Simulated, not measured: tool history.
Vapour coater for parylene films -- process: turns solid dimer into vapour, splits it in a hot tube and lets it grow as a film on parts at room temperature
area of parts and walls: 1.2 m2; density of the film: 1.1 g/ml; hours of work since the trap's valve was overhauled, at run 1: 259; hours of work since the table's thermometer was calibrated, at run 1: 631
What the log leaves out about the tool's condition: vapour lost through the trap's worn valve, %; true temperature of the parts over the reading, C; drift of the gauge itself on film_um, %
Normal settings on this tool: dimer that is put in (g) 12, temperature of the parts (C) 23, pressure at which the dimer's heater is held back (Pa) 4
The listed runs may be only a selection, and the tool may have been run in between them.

run	hour	dimer that is put in (g)	temperature of the parts (C)	pressure at which the dimer's heater is held back (Pa)	hours of work since the trap's valve was overhauled	hours of work since the table's thermometer was calibrated	thickness of the film (um)
1	0	12	23	4	259	631	4.21
2	42.2	12	23	7.08	284	656	3.68
3	77.2	12	23	4	304	676	4.16
4	132.6	12	23	4	336	709	4.13
5	188.8	12	23	4	369	742	4.12
6	234.2	12	23	4	396	768	4.1
7	294.8	12	30	4	431	804	3.01
# hour 348.2: trap's valve overhauled
8	358.8	12	23	4	6	839	4.45
9	392.3	12	23	4	26	858	4.44
10	454.8	12	23	4	62	895	4.39
11	497.8	18	23	4	88	920	6.56
12	542.9	18	23	4	114	946	6.56
13	574.6	18	16	4	133	965	8.76
14	627.9	18	16	4	164	996	8.72
15	668.7	12	30	4	188	1020	3.23
16	709.8	12	30	4	212	1044	3.2
17	752	12	23	4.91	236	1069	4.1
18	804.9	12	23	4.91	267	1100	4.06
19	867.8	12	23	4.91	304	1137	4.08
20	901.5	12	23	4.91	324	1156	4.06
21	932.9	5	23	4	342	1175	1.78
22	988.8	12	18	4	375	1207	5.19
23	1037.8	12	23	4	404	1236	4.18
24	1071.5	12	23	4	423	1256	4.19
25	1132.9	6	16	2.57	459	1292	3.09
# hour 1141.2: trap's valve overhauled
26	1188.2	12	19	4	28	1322	5.33
27	1250.3	12	22	4	64	1358	4.6
28	1285.7	11	17	3.24	85	1379	5.51
29	1338.2	11	17	3.24	115	1410	5.42
30	1371.3	12	26	3.62	135	1429	3.93
31	1413.3	12	18	5.52	159	1454	5.02
32	1472.5	12	18	5.52	194	1488	4.98
33	1498.7	6	25	3.82	209	1503	2.04
34	1546.3	6	25	3.82	237	1531	1.98
# hour 1605.3: table's thermometer calibrated
35	1605.5	5	17	4	271	0	2.26
36	1658.8	7	23	4	302	31	2.43
37	1697.9	10	23	4.25	325	54	3.43
38	1759.1	12	17	4.66	361	90	5.13
39	1809.7	12	17	4.66	391	120	5.12
40	1869.6	12	17	2.31	426	155	5.96
# hour 1931.8: trap's valve overhauled
41	1931.8	12	17	2.31	0	189	6.37
42	1963.9	12	23	4	19	207	4.43
43	2009.3	12	23	4	45	234	4.39
44	2069.1	18	19	2.08	80	269	8.9
45	2099.6	18	19	2.08	98	287	8.85
46	2148.4	18	19	2.08	127	315	8.96

What differs in the tool's unlogged condition from the final listed run ahead of each entry between runs to the first listed run following it?
Run 7 -> run 8: trap's valve overhauled (hour 348.2)
  vapour lost through the trap's worn valve, %: 7.7 -> 0.4; true temperature of the parts over the reading, C: -0.28 -> -0.3
  measured minus no-state result, thickness of the film (um): -0.21 -> +0.04
Run 25 -> run 26: trap's valve overhauled (hour 1141.2)
  vapour lost through the trap's worn valve, %: 7.5 -> 0.9; true temperature of the parts over the reading, C: -0.54 -> -0.55
  measured minus no-state result, thickness of the film (um): -0.17 -> +0.08
Run 34 -> run 35: table's thermometer calibrated (hour 1605.3)
  vapour lost through the trap's worn valve, %: 4.2 -> 4.7; true temperature of the parts over the reading, C: -0.66 -> -0.06
  measured minus no-state result, thickness of the film (um): -0.02 -> -0.1
Run 40 -> run 41: trap's valve overhauled (hour 1931.8)
  vapour lost through the trap's worn valve, %: 7.2 -> 0.3; true temperature of the parts over the reading, C: -0.14 -> -0.16
  measured minus no-state result, thickness of the film (um): -0.43 -> +0.02
